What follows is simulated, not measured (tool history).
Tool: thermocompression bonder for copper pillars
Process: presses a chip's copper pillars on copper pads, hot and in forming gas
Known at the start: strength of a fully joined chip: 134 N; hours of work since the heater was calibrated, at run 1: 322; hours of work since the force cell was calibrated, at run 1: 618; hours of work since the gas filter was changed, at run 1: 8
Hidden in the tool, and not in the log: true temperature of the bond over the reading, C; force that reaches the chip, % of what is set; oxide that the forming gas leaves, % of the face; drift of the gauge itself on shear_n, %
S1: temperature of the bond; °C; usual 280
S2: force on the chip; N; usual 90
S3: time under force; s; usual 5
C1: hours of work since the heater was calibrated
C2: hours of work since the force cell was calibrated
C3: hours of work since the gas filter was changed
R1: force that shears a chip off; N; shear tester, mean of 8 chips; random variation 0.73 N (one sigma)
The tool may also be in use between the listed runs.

run,hour,S1,S2,S3,C1,C2,C3,R1
1,0,280,90,5,322,618,8,57.3
2,16.8,280,90,5,333,629,20,57.2
3,49.3,280,90,5,356,652,42,56.5
4,72.5,280,90,5,372,669,59,55.6
5,102.7,280,90,5,394,690,80,56.5
6,133.7,280,90,5,415,712,102,54.9
7,164.4,280,90,5,437,733,123,55.4
8,190.7,280,90,5,455,752,142,55.2
# hour 193.5: forming gas filter changed
9,225.6,280,90,5,480,776,22,59
10,252.7,280,90,5,499,795,42,57.6
11,286.4,280,90,5,522,818,65,56.6
12,312.6,280,65,5,541,837,84,38.2
13,339.3,280,90,5,559,856,102,56.2
14,357,280,90,5,572,868,115,57.5
15,382.6,280,90,5,590,886,133,56.9
# hour 397.6: forming gas filter changed
16,404.9,280,90,5,605,901,5,59.3
17,436.3,280,90,13,627,923,27,81
18,466.3,280,90,13,648,944,48,79.9
19,497,280,90,5,670,966,70,59.8
# hour 520.9: force cell calibrated
20,528.6,280,90,13,691,5,91,78.3
21,555.4,280,90,13,710,24,110,74.7
22,571.1,280,90,13,721,35,121,74.7
23,597.8,287,67,4,739,54,140,40
# hour 602.7: forming gas filter changed
24,612.8,281,98,8,750,64,7,76.5
25,642.7,307,98,10,771,85,28,97.1
26,666.6,307,98,10,787,102,45,98.6
27,688.4,307,105,3,803,117,60,73.1
28,709.1,307,105,3,817,132,75,73.9
29,731.3,301,83,5,833,147,90,64.4
30,761.7,283,88,5,854,169,112,58.2
31,775.6,265,122,11,864,178,121,82
# hour 808.2: forming gas filter changed
32,808.7,283,90,5,887,201,0,61
33,837.4,296,88,4,907,222,20,63.4
34,857.7,296,60,4,921,236,35,41.1
35,877.5,282,87,4,935,250,49,53.2
36,899,259,87,3,950,265,64,34.8
37,932.8,270,60,5,974,288,87,30.9
38,949.8,270,60,5,986,300,99,30.8
39,978.9,270,60,5,1006,321,120,30.9

Measured less the same run without the tool's hidden state. The same run-to-run variation is in both; the gauge's scatter may not be:
run,R1
1,+3.8
2,+3.6
3,+3.1
4,+2.9
5,+2.6
6,+2.2
7,+1.9
8,+1.5
9,+4.7
10,+4.3
11,+3.9
12,+2.9
13,+3.3
14,+3.1
15,+2.9
16,+6.2
17,+6.4
18,+6
19,+5.2
20,+1.4
21,+0.9
22,+0.7
23,+0.9
24,+4.8
25,+3.5
26,+3
27,+3.2
28,+2.8
29,+2.6
30,+2.6
31,+2.2
32,+5.6
33,+5.1
34,+3.7
35,+4.5
36,+3.5
37,+3
38,+2.8
39,+2.6
